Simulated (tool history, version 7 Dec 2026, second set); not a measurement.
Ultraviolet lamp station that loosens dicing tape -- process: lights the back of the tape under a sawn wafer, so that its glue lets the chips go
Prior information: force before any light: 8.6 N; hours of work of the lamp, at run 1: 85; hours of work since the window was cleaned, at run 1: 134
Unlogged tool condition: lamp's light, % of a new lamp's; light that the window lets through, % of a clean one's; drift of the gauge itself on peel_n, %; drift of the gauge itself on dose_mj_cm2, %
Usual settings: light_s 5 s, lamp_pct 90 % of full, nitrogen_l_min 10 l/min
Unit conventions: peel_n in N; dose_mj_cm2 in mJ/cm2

run     day  light_s  lamp_pct  nitrogen_l_min  hours of work of the lamp  hours of work since the window was cleaned  peel_n  dose_mj_cm2
  1       0        5        90              10                         85                                         134    0.18          404
  2   0.462        5        84              10                         93                                         142   0.203          371
  3   1.025        5        84              10                        103                                         152   0.209          371
  4   1.325        5        84              18                        108                                         157   0.136          372
  5   1.942        5        90               9                        119                                         167   0.195          397
  6   2.404        5        90               9                        126                                         175   0.192          393
  7   2.708        5        90               9                        132                                         180   0.194          395
  8    3.15        5        90              10                        139                                         188   0.182          389
  9   3.462        5        90              10                        145                                         193   0.181          392
 10   4.171        5        90              10                        157                                         206    0.19          392
 11   4.512        5        90              10                        163                                         211   0.196          386
 12   4.817        5        90              10                        168                                         217   0.188          391
 13   5.479        9        95               4                        179                                         228   0.101          729
 14   5.842        9        95               4                        185                                         234   0.117          723
 15   6.367        5        94              15                        195                                         243   0.134          399
 16   6.792        5        94              15                        202                                         251   0.141          394
 17   7.171        5        90               9                        208                                         257   0.213          377
 18   7.662        5        90               6                        217                                         265   0.314          375
 19   8.029        5        90               6                        223                                         272   0.315          373
 20   8.617        4        87               4                        233                                         282   0.883          284
 21   9.212        5        90               7                        243                                         292   0.278          374
 22   9.783        8        92               4                        253                                         302   0.143          597
 23  10.358        3        85              19                        263                                         312   0.577          206

Measured minus without-hidden-state, run by run (identical run-to-run variation in each term; gauge scatter may differ):
run  peel_n  dose_mj_cm2
  1  +0.024          -27
  2  +0.031          -27
  3  +0.034          -29
  4  +0.019          -30
  5  +0.033          -34
  6  +0.035          -36
  7  +0.037          -36
  8  +0.036          -38
  9  +0.035          -40
 10  +0.039          -41
 11  +0.041          -42
 12   +0.04          -44
 13  +0.011          -86
 14  +0.011          -88
 15  +0.024          -51
 16  +0.026          -52
 17  +0.056          -52
 18  +0.091          -54
 19  +0.095          -54
 20  +0.241          -43
 21  +0.087          -59
 22  +0.034          -97
 23   +0.19          -36
